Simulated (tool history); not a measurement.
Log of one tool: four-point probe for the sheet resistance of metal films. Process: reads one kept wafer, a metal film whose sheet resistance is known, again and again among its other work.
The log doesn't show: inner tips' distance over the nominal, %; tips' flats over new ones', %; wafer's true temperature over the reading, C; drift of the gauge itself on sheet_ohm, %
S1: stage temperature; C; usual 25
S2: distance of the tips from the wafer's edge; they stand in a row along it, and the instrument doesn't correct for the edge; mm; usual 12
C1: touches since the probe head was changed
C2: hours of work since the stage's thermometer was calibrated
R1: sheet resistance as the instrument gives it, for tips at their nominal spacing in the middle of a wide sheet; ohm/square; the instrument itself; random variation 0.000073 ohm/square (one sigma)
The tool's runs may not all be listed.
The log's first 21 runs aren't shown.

| run | day | S1 | S2 | C1 | C2 | R1 |
|---|---|---|---|---|---|---|
| 22 | 12.479 | 28 | 12 | 37576 | 1054 | 0.365268 |
| 23 | 13.217 | 28 | 12 | 38572 | 1068 | 0.365343 |
| 24 | 13.717 | 22 | 12 | 39249 | 1077 | 0.365297 |
| 25 | 14.429 | 25 | 10 | 40208 | 1091 | 0.366163 |
| 26 | 14.817 | 32 | 22 | 40734 | 1098 | 0.363878 |
| 27 | 15.671 | 32 | 22 | 41882 | 1114 | 0.363688 |
| 28 | 16.408 | 20 | 14 | 42880 | 1128 | 0.364527 |
|  | 16.492 | stage's thermometer calibrated |
| 29 | 16.8 | 20 | 14 | 43377 | 6 | 0.364328 |
| 30 | 17.258 | 27 | 5 | 43995 | 15 | 0.375077 |
| 31 | 17.921 | 34 | 34 | 44894 | 27 | 0.363142 |
| 32 | 18.3 | 27 | 53 | 45403 | 34 | 0.362936 |
| 33 | 18.942 | 32 | 12 | 46271 | 47 | 0.36513 |
| 34 | 19.604 | 23 | 57 | 47160 | 59 | 0.362785 |
| 35 | 20.054 | 18 | 12 | 47770 | 68 | 0.364779 |
| 36 | 20.712 | 18 | 12 | 48655 | 80 | 0.364827 |
| 37 | 21.45 | 27 | 19 | 49652 | 94 | 0.363447 |
|  | 21.55 | stage's thermometer calibrated, once more |
| 38 | 21.938 | 27 | 19 | 50280 | 7 | 0.364187 |
| 39 | 22.442 | 29 | 30 | 50960 | 17 | 0.363601 |
| 40 | 22.829 | 25 | 12 | 51485 | 24 | 0.365429 |
| 41 | 23.45 | 30 | 61 | 52323 | 36 | 0.363343 |
| 42 | 24.279 | 19 | 12 | 53440 | 52 | 0.365301 |
| 43 | 24.783 | 27 | 14 | 54121 | 62 | 0.364722 |
| 44 | 25.533 | 26 | 7 | 55131 | 76 | 0.369386 |
| 45 | 25.942 | 29 | 12 | 55682 | 84 | 0.365251 |
| 46 | 26.471 | 26 | 12 | 56395 | 94 | 0.365303 |

Forecast each of these 3 alternatives for the next run:
| A | 27.025 | 32 | 4 | 57146 | 104 | ? |
| B | 27.025 | 25 | 9 | 57146 | 104 | ? |
| C | 27.025 | 30 | 12 | 57146 | 104 | ? |

| run | R1 |
|---|---|
| A | 0.3817 |
| B | 0.367 |
| C | 0.365255 |
Without the tool's hidden state the same runs would have given:
| run | R1 |
|---|---|
| A | 0.383248 |
| B | 0.368492 |
| C | 0.366742 |
